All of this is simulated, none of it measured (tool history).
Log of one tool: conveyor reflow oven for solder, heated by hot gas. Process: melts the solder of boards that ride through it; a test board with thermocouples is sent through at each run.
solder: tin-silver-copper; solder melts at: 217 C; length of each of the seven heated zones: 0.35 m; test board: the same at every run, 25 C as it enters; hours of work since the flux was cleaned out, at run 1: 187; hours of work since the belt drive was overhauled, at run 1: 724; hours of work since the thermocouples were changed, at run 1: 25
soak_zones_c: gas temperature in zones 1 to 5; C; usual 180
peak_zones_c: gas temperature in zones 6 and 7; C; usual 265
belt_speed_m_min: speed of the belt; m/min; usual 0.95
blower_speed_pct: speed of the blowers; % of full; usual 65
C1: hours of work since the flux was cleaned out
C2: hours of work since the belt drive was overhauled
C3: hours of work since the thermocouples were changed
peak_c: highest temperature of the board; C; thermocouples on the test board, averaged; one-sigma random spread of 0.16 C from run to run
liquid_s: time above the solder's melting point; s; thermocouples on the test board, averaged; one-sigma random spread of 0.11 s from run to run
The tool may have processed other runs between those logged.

Run 1, day 0: usual settings; C1 187; C2 724; C3 25. Result: peak_c 245.2 C, liquid_s 31 s.
Run 2, day 1.454: usual settings but soak_zones_c 184 C; C1 202; C2 739; C3 41. Result: peak_c 246.2 C, liquid_s 32.3 s.
Run 3, day 2.45: usual settings but belt_speed_m_min 1.028 m/min; C1 212; C2 750; C3 51. Result: peak_c 242.4 C, liquid_s 26.5 s.
Run 4, day 3.954: usual settings but belt_speed_m_min 1.028 m/min; C1 228; C2 766; C3 67. Result: peak_c 242.2 C, liquid_s 26.3 s.
Run 5, day 5.912: usual settings but belt_speed_m_min 1.028 m/min; C1 249; C2 787; C3 88. Result: peak_c 242.2 C, liquid_s 26.3 s.
Run 6, day 7.433: usual settings; C1 265; C2 803; C3 104. Result: peak_c 244.9 C, liquid_s 30.7 s.
Run 7, day 8.95: usual settings; C1 281; C2 819; C3 120. Result: peak_c 244.7 C, liquid_s 30.5 s.
Run 8, day 10.267: usual settings but peak_zones_c 255 C; C1 295; C2 832; C3 134. Result: peak_c 236.4 C, liquid_s 25.6 s.
Run 9, day 11.162: usual settings but peak_zones_c 255 C; C1 304; C2 842; C3 143. Result: peak_c 236.9 C, liquid_s 25.4 s.
Run 10, day 12.212: usual settings but peak_zones_c 255 C; C1 315; C2 853; C3 154. Result: peak_c 236.6 C, liquid_s 25.7 s.
Run 11, day 13.942: usual settings but peak_zones_c 255 C, blower_speed_pct 60 % of full; C1 334; C2 871; C3 172. Result: peak_c 235.2 C, liquid_s 23.9 s.
Run 12, day 15.658: usual settings but peak_zones_c 255 C, blower_speed_pct 60 % of full; C1 352; C2 889; C3 190. Result: peak_c 235 C, liquid_s 24 s.
Run 13, day 17.192: usual settings but peak_zones_c 271 C; C1 368; C2 906; C3 207. Result: peak_c 249.5 C, liquid_s 32.9 s.
Run 14, day 18.821: usual settings but peak_zones_c 271 C; C1 385; C2 923; C3 224. Result: peak_c 249.1 C, liquid_s 32.8 s.
Run 15, day 20.588: usual settings but peak_zones_c 271 C, blower_speed_pct 89 % of full; C1 404; C2 941; C3 243. Result: peak_c 254.7 C, liquid_s 36.3 s.
Run 16, day 22.417: usual settings but peak_zones_c 271 C, blower_speed_pct 89 % of full; C1 423; C2 961; C3 262. Result: peak_c 254.8 C, liquid_s 36.3 s.
Run 17, day 23.438: usual settings but soak_zones_c 168 C, peak_zones_c 259 C; C1 434; C2 971; C3 273. Result: peak_c 236.4 C, liquid_s 22.9 s.
At day 23.733: belt drive overhauled, speed set with a stopwatch.
Run 18, day 24.442: usual settings but peak_zones_c 269 C, belt_speed_m_min 1.105 m/min; C1 443; C2 7; C3 281. Result: peak_c 241.8 C, liquid_s 24.1 s.
At day 26.392: flux residue cleaned out of gas plates and filters.
Run 19, day 26.617: usual settings but soak_zones_c 194 C, peak_zones_c 274 C; C1 2; C2 28; C3 302. Result: peak_c 256.6 C, liquid_s 40.5 s.
Run 20, day 27.783: usual settings but soak_zones_c 194 C, peak_zones_c 274 C; C1 15; C2 41; C3 314. Result: peak_c 256.6 C, liquid_s 40.3 s.
Run 21, day 29.25: usual settings but soak_zones_c 167 C, peak_zones_c 272 C, belt_speed_m_min 0.948 m/min; C1 30; C2 56; C3 330. Result: peak_c 249.1 C, liquid_s 30.8 s.
Run 22, day 30.329: usual settings but blower_speed_pct 61 % of full; C1 42; C2 67; C3 341. Result: peak_c 244.8 C, liquid_s 31.2 s.
At day 32.3: belt drive overhauled, speed set with a stopwatch, once more.
Run 23, day 32.3: usual settings but soak_zones_c 167 C, peak_zones_c 268 C, blower_speed_pct 90 % of full; C1 61; C2 0; C3 360. Result: peak_c 251.1 C, liquid_s 31.2 s.
Run 24, day 34.308: usual settings but soak_zones_c 191 C, peak_zones_c 268 C, belt_speed_m_min 0.962 m/min, blower_speed_pct 89 % of full; C1 82; C2 21; C3 382. Result: peak_c 254.1 C, liquid_s 37.6 s.
Run 25, day 35.4: usual settings but soak_zones_c 191 C, peak_zones_c 274 C, belt_speed_m_min 0.962 m/min, blower_speed_pct 57 % of full; C1 93; C2 33; C3 393. Result: peak_c 251.3 C, liquid_s 35.1 s.
Run 26, day 37.062: usual settings but belt_speed_m_min 0.952 m/min, blower_speed_pct 58 % of full; C1 111; C2 50; C3 411. Result: peak_c 242.1 C, liquid_s 27.9 s.
Run 27, day 38.25: usual settings but belt_speed_m_min 0.952 m/min, blower_speed_pct 58 % of full; C1 123; C2 63; C3 423. Result: peak_c 241.7 C, liquid_s 28 s.
Run 28, day 39.85: usual settings but belt_speed_m_min 0.867 m/min, blower_speed_pct 59 % of full; C1 140; C2 80; C3 440. Result: peak_c 245.6 C, liquid_s 33.7 s.
Run 29, day 41.338: usual settings but belt_speed_m_min 0.867 m/min, blower_speed_pct 59 % of full; C1 156; C2 95; C3 456. Result: peak_c 245.4 C, liquid_s 33.6 s.
Run 30, day 42.254: usual settings but belt_speed_m_min 0.867 m/min, blower_speed_pct 59 % of full; C1 166; C2 105; C3 465. Result: peak_c 245.6 C, liquid_s 33.5 s.

Here are 4 independent what-if runs from the current tool condition. What would each one return?
Run A, day 43.538: usual settings but soak_zones_c 173 C, belt_speed_m_min 0.867 m/min, blower_speed_pct 59 % of full; C1 179; C2 119; C3 479. Result: peak_c ?, liquid_s ?.
Run B, day 43.538: usual settings but peak_zones_c 267 C, blower_speed_pct 76 % of full; C1 179; C2 119; C3 479. Result: peak_c ?, liquid_s ?.
Run C, day 43.538: usual settings but peak_zones_c 271 C; C1 179; C2 119; C3 479. Result: peak_c ?, liquid_s ?.
Run D, day 43.538: usual settings but soak_zones_c 171 C; C1 179; C2 119; C3 479. Result: peak_c ?, liquid_s ?.

run  peak_c  liquid_s
  A   243.8      30.8
  B   248.5      32.6
  C   248.9      32.3
  D   241.8      26.4
With the hidden condition removed and each run's random variation left untouched, the same runs would have given:
run  peak_c  liquid_s
  A   245.6      31.9
  B   250.4      33.4
  C   250.8      33.1
  D   243.7      27.5
